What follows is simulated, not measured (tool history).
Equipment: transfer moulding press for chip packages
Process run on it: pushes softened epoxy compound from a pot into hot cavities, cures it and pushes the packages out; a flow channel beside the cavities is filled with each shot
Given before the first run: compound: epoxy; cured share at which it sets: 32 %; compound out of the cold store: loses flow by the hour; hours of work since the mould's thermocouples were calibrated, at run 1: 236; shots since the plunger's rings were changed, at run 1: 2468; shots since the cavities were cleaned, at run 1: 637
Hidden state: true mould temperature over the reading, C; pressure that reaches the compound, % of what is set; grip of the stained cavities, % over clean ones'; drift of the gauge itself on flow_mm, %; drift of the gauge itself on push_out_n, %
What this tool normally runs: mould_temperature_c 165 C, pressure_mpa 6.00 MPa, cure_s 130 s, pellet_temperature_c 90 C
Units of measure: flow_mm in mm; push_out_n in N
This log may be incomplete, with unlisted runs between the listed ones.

run,hour,mould_temperature_c,pressure_mpa,cure_s,pellet_temperature_c,hours of work since the mould's thermocouples were calibrated,shots since the plunger's rings were changed,shots since the cavities were cleaned,incoming compound's hours out of the cold store,flow_mm,push_out_n
1,0.0,165,6.00,130,90,236,2468,637,21.5,992,241
2,24.5,165,6.00,130,90,250,2666,835,44.7,881,244
# hour 36.3: cavities cleaned with cleaning compound and waxed
3,50.5,165,6.00,130,90,264,2865,115,35.9,929,251
4,76.3,165,6.00,130,90,279,3074,324,44.5,882,234
# hour 94.5: plunger's sealing rings changed
5,107.1,165,6.00,130,90,295,102,553,40.4,907,245
6,138.6,165,5.61,130,90,312,358,809,44.8,859,250
# hour 154.1: cavities cleaned with cleaning compound and waxed
7,163.1,165,5.61,130,90,325,544,73,41.5,868,244
8,186.4,165,5.61,130,90,339,733,262,44.3,857,239
9,221.4,165,5.61,130,90,358,1016,545,30.3,923,255
10,254.5,167,6.00,130,90,377,1284,813,37.2,923,219
# hour 271.0: cavities cleaned with cleaning compound and waxed
11,279.0,165,6.00,143,90,390,1470,64,12.6,1034,221
12,305.8,165,6.00,143,90,405,1687,281,37.2,923,215
13,335.2,159,6.00,130,90,422,1925,519,19.9,1029,396
14,363.8,159,6.00,130,90,438,2158,752,26.3,996,402
# hour 386.8: cavities cleaned with cleaning compound and waxed
15,396.6,159,6.00,168,90,456,2411,79,20.8,1039,242
16,426.5,159,6.00,130,99,473,2653,321,15.1,1058,403
17,445.9,159,4.90,130,85,484,2810,478,15.7,965,415
18,473.9,165,6.00,116,90,500,3037,705,43.9,891,299
# hour 497.2: plunger's sealing rings changed
# hour 504.2: cavities cleaned with cleaning compound and waxed
19,512.5,163,4.79,131,83,519,112,68,46.6,797,262
20,543.1,165,7.42,130,88,536,359,315,9.8,1176,257
21,560.7,165,7.42,130,88,546,502,458,33.5,1040,249
22,584.7,172,5.23,133,94,560,697,653,44.8,796,189
23,614.4,173,7.30,130,100,577,937,893,32.9,993,187
# hour 619.5: cavities cleaned with cleaning compound and waxed
24,643.4,165,5.39,168,98,592,1159,193,21.2,941,186
25,667.1,165,5.39,168,98,606,1352,386,38.6,860,184
26,696.9,165,5.39,168,98,623,1593,627,29.4,904,190
27,731.3,165,5.39,145,98,642,1872,906,34.2,884,214

Here are 4 independent what-if runs from the current tool condition. What would each one return?
# hour 734.3: cavities cleaned with cleaning compound and waxed
A,764.4,167,5.39,136,96,660,2128,244,44.7,?,?
# hour 734.3: cavities cleaned with cleaning compound and waxed
B,764.4,167,5.39,161,83,660,2128,244,40.4,?,?
# hour 734.3: cavities cleaned with cleaning compound and waxed
C,764.4,165,4.66,152,96,660,2128,244,34.7,?,?
# hour 734.3: cavities cleaned with cleaning compound and waxed
D,764.4,166,4.83,130,90,660,2128,244,43.1,?,?

run,flow_mm,push_out_n
A,829,209
B,847,190
C,826,187
D,795,227
Had the tool no hidden state, the same runs would have come out as:
run,flow_mm,push_out_n
A,829,208
B,847,189
C,826,186
D,795,226
